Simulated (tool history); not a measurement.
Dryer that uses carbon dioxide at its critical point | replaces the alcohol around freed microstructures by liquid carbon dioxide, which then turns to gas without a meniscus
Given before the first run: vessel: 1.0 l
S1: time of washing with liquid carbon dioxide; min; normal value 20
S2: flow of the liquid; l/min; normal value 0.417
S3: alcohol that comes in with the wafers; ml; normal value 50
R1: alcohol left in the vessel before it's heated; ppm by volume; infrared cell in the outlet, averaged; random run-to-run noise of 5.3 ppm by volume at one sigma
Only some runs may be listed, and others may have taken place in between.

run	day	S1	S2	S3	R1
1	0.000	20	0.417	50	180
2	0.304	20	0.332	50	539
3	0.654	22	0.417	50	123
4	1.096	22	0.417	50	129
5	1.558	20	0.417	50	199
6	2.071	20	0.417	50	187
7	2.512	20	0.402	50	248
8	2.821	20	0.402	50	244
9	3.075	20	0.402	50	263
10	3.571	20	0.402	26	152
11	3.871	20	0.459	26	93
12	4.125	20	0.417	50	234
13	4.462	20	0.417	50	228
14	4.767	20	0.417	50	235
15	5.267	20	0.417	50	238
16	5.654	20	0.417	50	255
17	6.079	20	0.417	50	272
18	6.500	20	0.417	50	259
19	6.729	20	0.682	50	43
# day 7.167: inlet filter changed
20	7.233	17	0.689	22	42
21	7.471	17	0.689	22	50
22	7.938	17	0.689	22	46
23	8.167	17	0.689	22	52
24	8.621	17	0.689	22	54
25	8.933	20	0.474	61	117
26	9.250	20	0.417	108	324
27	9.696	20	0.417	108	324
28	10.075	20	0.417	108	352
29	10.562	20	0.260	108	3010
30	10.850	28	0.417	43	55
31	11.312	28	0.417	43	65
32	11.683	28	0.417	43	64
33	11.992	28	0.417	43	62

5 ways to go on from here, each from the tool as it stands after run 33. What would each give?
A	12.271	17	0.417	79	?
B	12.271	29	0.516	43	?
C	12.271	28	0.417	20	?
D	12.271	31	0.430	50	?
E	12.271	28	0.480	20	?

run	R1
A	618
B	55
C	50
D	62
E	55
The same runs, with their run-to-run variation unchanged, on a tool lacking any hidden condition would have given:
run	R1
A	429
B	9
C	4
D	15
E	9
